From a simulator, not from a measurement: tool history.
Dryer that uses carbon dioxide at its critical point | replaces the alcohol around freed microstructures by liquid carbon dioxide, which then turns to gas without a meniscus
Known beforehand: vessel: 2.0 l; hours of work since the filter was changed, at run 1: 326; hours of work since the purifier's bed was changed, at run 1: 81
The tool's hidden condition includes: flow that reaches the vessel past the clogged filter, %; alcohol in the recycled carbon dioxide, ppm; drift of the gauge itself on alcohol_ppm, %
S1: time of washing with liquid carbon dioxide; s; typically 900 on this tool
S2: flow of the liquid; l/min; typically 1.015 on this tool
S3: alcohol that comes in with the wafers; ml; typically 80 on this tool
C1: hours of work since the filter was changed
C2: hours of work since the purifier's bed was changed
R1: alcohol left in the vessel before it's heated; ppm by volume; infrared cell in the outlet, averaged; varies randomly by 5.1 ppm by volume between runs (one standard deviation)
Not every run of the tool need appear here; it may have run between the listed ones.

run   hour    S1     S2   S3   C1   C2    R1
  1      0   900  1.015   80  326   81   114
  2   19.9   900  1.015   80  337   92   118
  3   35.4   900  1.015   80  345  101   117
  4   51.8   900  1.015   80  354  110   133
  5   72.2   900  1.015   80  366  121   142
  6   86.3  1020  1.015   80  374  129    88
  7    105  1020   0.95   80  384  140   112
  8  114.4  1020   0.95   80  389  145   104
  9  124.6  1020   0.95   27  395  151    60
 10  139.1  1020   0.95   27  403  159    63
 11  153.9  1020   0.95   44  411  167    76
 12    165  1020   0.95   44  418  173    82
 13  180.5   900  1.015   80  426  182   152
 14  191.5   900  1.015   80  432  188   166
 15  204.8   900  1.015   80  440  195   162
 16  215.7   900  1.015   80  446  201   173
 17  225.9   900  1.015   80  452  207   169
 18    244   900  1.015   80  462  217   169
 19  265.1   900  1.015   80  473  229   184
 20  286.8   900  1.015   80  486  241   185
 21  298.6   900  1.015   80  492  248   192
 22  314.9   900  1.015   80  501  257   204
 23  326.4   900  1.015   80  508  263   199
 24  341.3   780   0.64   80  516  271  1749
 25  353.8   660   1.22   31  523  278   174
 26  372.2   660   1.22   31  533  289   170
 27  390.9  1140   1.22   63  544  299    62
 28  406.1  1140   0.69   63  552  308   329
 29  422.8  1140   0.69   63  561  317   312
 30  432.1   840  1.015   21  567  322   131
       438  -- inlet filter changed
 31  442.7   900   0.75   81    3  327   338
 32  458.4  1320   0.75   41   11  336    79
 33  468.1   720   1.53   80   17  342    78
 34  486.8   900  1.015   99   27  352   135
 35    504   840   1.21  110   37  362   113
 36  513.7   900  1.015   42   42  367    97
 37  532.9   900   1.32   80   53  378    84
 38  551.8  1200   1.53  116   63  388    81
 39  567.4   720   1.47   92   72  397   100
 40  584.9  1260      1   76   82  407    90
 41  602.9  1260   0.72   35   92  417   103
 42  616.1  1260   0.72   35   99  424   115
 43  633.2  1260   0.72   35  109  434   118
 44  642.5   900   0.67  101  114  439   740
 45  658.5   900   0.67  101  123  448   781
 46  669.9   900   0.69   22  129  454   218

Alternative continuations, all from the tool just after run 46; predict every row:
  A  688.6   900  0.84  80  140  465   ?
  B  688.6  1320  0.69  22  140  465   ?
  C  688.6   660   1.2  89  140  465   ?

run   R1
  A  286
  B  121
  C  286
Take away the tool's hidden state, keep each run's random variation, and the runs would have read:
run   R1
  A  153
  B   27
  C  150

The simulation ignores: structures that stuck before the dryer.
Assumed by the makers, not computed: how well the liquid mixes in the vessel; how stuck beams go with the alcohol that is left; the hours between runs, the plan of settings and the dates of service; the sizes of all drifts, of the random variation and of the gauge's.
